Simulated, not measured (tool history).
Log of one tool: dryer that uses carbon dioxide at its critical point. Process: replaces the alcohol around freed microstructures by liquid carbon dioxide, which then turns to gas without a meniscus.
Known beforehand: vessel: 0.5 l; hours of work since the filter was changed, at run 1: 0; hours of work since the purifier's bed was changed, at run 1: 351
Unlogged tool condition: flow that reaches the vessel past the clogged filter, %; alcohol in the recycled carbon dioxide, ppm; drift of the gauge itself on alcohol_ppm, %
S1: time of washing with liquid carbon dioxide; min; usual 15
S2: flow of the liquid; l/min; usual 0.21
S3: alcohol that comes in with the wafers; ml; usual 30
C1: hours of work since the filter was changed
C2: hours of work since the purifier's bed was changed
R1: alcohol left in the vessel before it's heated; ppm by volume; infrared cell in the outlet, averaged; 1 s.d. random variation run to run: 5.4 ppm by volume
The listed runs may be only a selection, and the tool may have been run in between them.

run	hour	S1	S2	S3	C1	C2	R1
1	0	15	0.21	30	0	351	207
2	41.1	15	0.277	30	14	366	87
3	82.5	15	0.21	30	28	380	208
4	114.8	15	0.297	30	39	391	74
5	148.4	15	0.297	30	51	402	71
6	166.9	15	0.21	30	57	409	222
7	192.9	15	0.21	30	66	418	229
8	228.6	15	0.21	96	78	430	565
9	254.1	11	0.21	30	87	439	844
10	280.9	15	0.21	30	96	448	241
11	316.5	15	0.21	30	109	460	244
12	349.2	15	0.21	30	120	471	243
13	383.2	15	0.21	30	131	483	245
14	427.3	23	0.21	30	147	498	88
15	458.8	23	0.21	30	157	509	94
16	491.3	23	0.21	30	169	520	87
17	529.2	23	0.212	30	182	533	96
18	567.7	15	0.21	30	195	546	258
19	600.2	15	0.21	30	206	557	278
20	639.8	15	0.21	30	220	571	282
21	658.7	15	0.21	30	226	577	290
22	702.5	15	0.21	30	241	592	289
23	726.3	21	0.21	30	249	601	112
24	767	21	0.21	30	263	615	121
25	789.1	21	0.21	30	271	622	119
# hour 795.8: inlet filter changed
26	833.1	15	0.163	40	13	637	864
27	851.3	15	0.21	101	19	643	590
28	870.2	18	0.21	75	26	650	216
29	904.8	18	0.247	36	37	662	130
30	926.7	15	0.243	45	45	669	193
31	946.5	15	0.243	45	52	676	212
32	977.7	16	0.2	53	62	687	349
33	1015.4	15	0.2	31	75	699	323
34	1042.8	23	0.142	92	85	709	511
35	1073.6	20	0.135	30	95	719	524
36	1107	17	0.164	55	107	731	719
37	1145.1	15	0.21	60	120	744	449
38	1168.7	15	0.21	60	128	752	451
39	1194.9	12	0.166	53	137	761	2742
40	1212.9	12	0.166	49	143	767	2577
41	1240	12	0.204	86	152	777	1894
42	1271.1	17	0.28	30	163	787	155
43	1315.4	16	0.28	84	178	802	161
44	1351.5	22	0.138	70	191	815	646
45	1388.1	15	0.132	30	203	827	1768
46	1411.4	15	0.132	30	211	835	1785
47	1454.4	15	0.232	30	226	850	250

Here are 3 independent what-if runs from the current tool condition. What would each one return?
A	1473.9	15	0.146	30	233	857	?
B	1473.9	15	0.144	38	233	857	?
C	1473.9	22	0.211	30	233	857	?

run	R1
A	1279
B	1605
C	155
Take away the tool's hidden state, keep each run's random variation, and the runs would have read:
run	R1
A	938
B	1212
C	10

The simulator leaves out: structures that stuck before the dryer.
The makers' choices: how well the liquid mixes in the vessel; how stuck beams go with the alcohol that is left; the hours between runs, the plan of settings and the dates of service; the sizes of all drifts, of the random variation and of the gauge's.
